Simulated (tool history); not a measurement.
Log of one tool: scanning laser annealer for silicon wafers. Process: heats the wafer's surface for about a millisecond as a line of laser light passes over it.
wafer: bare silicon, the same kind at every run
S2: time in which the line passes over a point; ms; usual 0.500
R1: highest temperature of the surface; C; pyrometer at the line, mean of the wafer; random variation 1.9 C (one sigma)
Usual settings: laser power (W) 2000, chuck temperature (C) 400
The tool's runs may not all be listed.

Run 1, hour 0.0: usual settings. Result: R1 1106 C.
Run 2, hour 28.2: usual settings but chuck temperature (C) 406. Result: R1 1113 C.
Run 3, hour 51.2: usual settings. Result: R1 1109 C.
Run 4, hour 92.1: usual settings. Result: R1 1108 C.
Run 5, hour 116.3: usual settings. Result: R1 1108 C.
Run 6, hour 150.8: usual settings. Result: R1 1107 C.
Run 7, hour 173.8: usual settings but laser power (W) 2123, S2 0.458 ms, chuck temperature (C) 402. Result: R1 1116 C.
Run 8, hour 200.4: usual settings but laser power (W) 2025, chuck temperature (C) 365. Result: R1 1079 C.
Run 9, hour 229.2: usual settings but laser power (W) 1721, S2 0.544 ms, chuck temperature (C) 365. Result: R1 995 C.
Run 10, hour 252.4: usual settings but laser power (W) 2128, S2 0.574 ms. Result: R1 1211 C.
Run 11, hour 271.5: usual settings but laser power (W) 1797, S2 0.473 ms, chuck temperature (C) 398. Result: R1 1009 C.
Run 12, hour 312.9: usual settings but laser power (W) 1797, S2 0.473 ms, chuck temperature (C) 398. Result: R1 1005 C.

Forecast each of these 3 alternatives for the next run:
Run A, hour 330.9: usual settings but laser power (W) 1984, S2 0.473 ms, chuck temperature (C) 398. Result: R1 ?.
Run B, hour 330.9: usual settings but laser power (W) 1982, S2 0.569 ms, chuck temperature (C) 404. Result: R1 ?.
Run C, hour 330.9: usual settings but laser power (W) 1935, S2 0.357 ms, chuck temperature (C) 431. Result: R1 ?.

run    R1
  A  1074
  B  1151
  C   992
Without the tool's hidden state the same runs would have given:
run    R1
  A  1089
  B  1168
  C  1005
